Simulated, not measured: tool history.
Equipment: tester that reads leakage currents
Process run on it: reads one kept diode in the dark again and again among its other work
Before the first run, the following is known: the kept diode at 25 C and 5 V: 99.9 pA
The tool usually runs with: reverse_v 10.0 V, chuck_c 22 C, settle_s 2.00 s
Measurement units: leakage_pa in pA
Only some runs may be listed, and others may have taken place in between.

run 1 hour=0.0 | reverse_v=10.0 chuck_c=22 settle_s=2.00 | leakage_pa=128.45
run 2 hour=30.2 | reverse_v=10.0 chuck_c=22 settle_s=2.00 | leakage_pa=128.56
run 3 hour=59.9 | reverse_v=10.0 chuck_c=22 settle_s=2.00 | leakage_pa=128.72
run 4 hour=73.0 | reverse_v=10.0 chuck_c=22 settle_s=2.00 | leakage_pa=128.67
run 5 hour=93.4 | reverse_v=10.0 chuck_c=22 settle_s=2.00 | leakage_pa=128.48
run 6 hour=111.6 | reverse_v=1.3 chuck_c=22 settle_s=2.00 | leakage_pa=41.38
run 7 hour=127.2 | reverse_v=1.3 chuck_c=22 settle_s=2.00 | leakage_pa=41.35
run 8 hour=147.8 | reverse_v=3.3 chuck_c=22 settle_s=2.00 | leakage_pa=69.57
run 9 hour=175.9 | reverse_v=10.0 chuck_c=22 settle_s=2.00 | leakage_pa=129.80
run 10 hour=204.1 | reverse_v=10.0 chuck_c=22 settle_s=2.00 | leakage_pa=129.50
run 11 hour=231.1 | reverse_v=10.0 chuck_c=22 settle_s=2.00 | leakage_pa=129.32
run 12 hour=248.0 | reverse_v=10.0 chuck_c=22 settle_s=2.00 | leakage_pa=129.50
run 13 hour=267.6 | reverse_v=7.9 chuck_c=22 settle_s=2.00 | leakage_pa=113.66
run 14 hour=287.6 | reverse_v=10.0 chuck_c=22 settle_s=2.00 | leakage_pa=129.76
run 15 hour=304.8 | reverse_v=4.0 chuck_c=22 settle_s=2.00 | leakage_pa=77.55
run 16 hour=332.8 | reverse_v=4.0 chuck_c=22 settle_s=2.00 | leakage_pa=78.08
run 17 hour=356.0 | reverse_v=4.0 chuck_c=54 settle_s=4.73 | leakage_pa=722.91
run 18 hour=374.7 | reverse_v=4.0 chuck_c=54 settle_s=4.73 | leakage_pa=729.51
run 19 hour=402.1 | reverse_v=8.6 chuck_c=54 settle_s=7.86 | leakage_pa=1111.34
-- hour=413.6 chuck's temperature calibrated
run 20 hour=418.5 | reverse_v=18.7 chuck_c=32 settle_s=2.00 | leakage_pa=365.60
run 21 hour=439.5 | reverse_v=14.4 chuck_c=33 settle_s=1.07 | leakage_pa=339.94
run 22 hour=457.5 | reverse_v=1.1 chuck_c=22 settle_s=7.28 | leakage_pa=35.47
run 23 hour=471.7 | reverse_v=1.4 chuck_c=37 settle_s=0.83 | leakage_pa=123.57
run 24 hour=493.6 | reverse_v=1.4 chuck_c=37 settle_s=0.83 | leakage_pa=124.57
run 25 hour=507.8 | reverse_v=5.3 chuck_c=34 settle_s=5.39 | leakage_pa=207.61
run 26 hour=521.7 | reverse_v=10.0 chuck_c=24 settle_s=0.65 | leakage_pa=147.01
run 27 hour=542.0 | reverse_v=15.1 chuck_c=36 settle_s=0.70 | leakage_pa=436.63
run 28 hour=563.2 | reverse_v=10.0 chuck_c=22 settle_s=1.71 | leakage_pa=122.81
run 29 hour=592.4 | reverse_v=4.2 chuck_c=22 settle_s=1.71 | leakage_pa=75.59
run 30 hour=612.2 | reverse_v=10.0 chuck_c=25 settle_s=2.00 | leakage_pa=154.30

Below are 4 alternative next runs, each starting from the tool's condition after run 30. Predict each:
run A hour=639.7 | reverse_v=10.0 chuck_c=25 settle_s=3.46 | leakage_pa=?
run B hour=639.7 | reverse_v=10.0 chuck_c=56 settle_s=2.00 | leakage_pa=?
run C hour=639.7 | reverse_v=15.3 chuck_c=25 settle_s=1.24 | leakage_pa=?
run D hour=639.7 | reverse_v=1.4 chuck_c=27 settle_s=0.69 | leakage_pa=?

run=A leakage_pa=153.14
run=B leakage_pa=1301.93
run=C leakage_pa=198.58
run=D leakage_pa=60.55
What these runs would have given with no unlogged condition in the tool:
run=A leakage_pa=147.33
run=B leakage_pa=1271.41
run=C leakage_pa=190.66
run=D leakage_pa=58.75

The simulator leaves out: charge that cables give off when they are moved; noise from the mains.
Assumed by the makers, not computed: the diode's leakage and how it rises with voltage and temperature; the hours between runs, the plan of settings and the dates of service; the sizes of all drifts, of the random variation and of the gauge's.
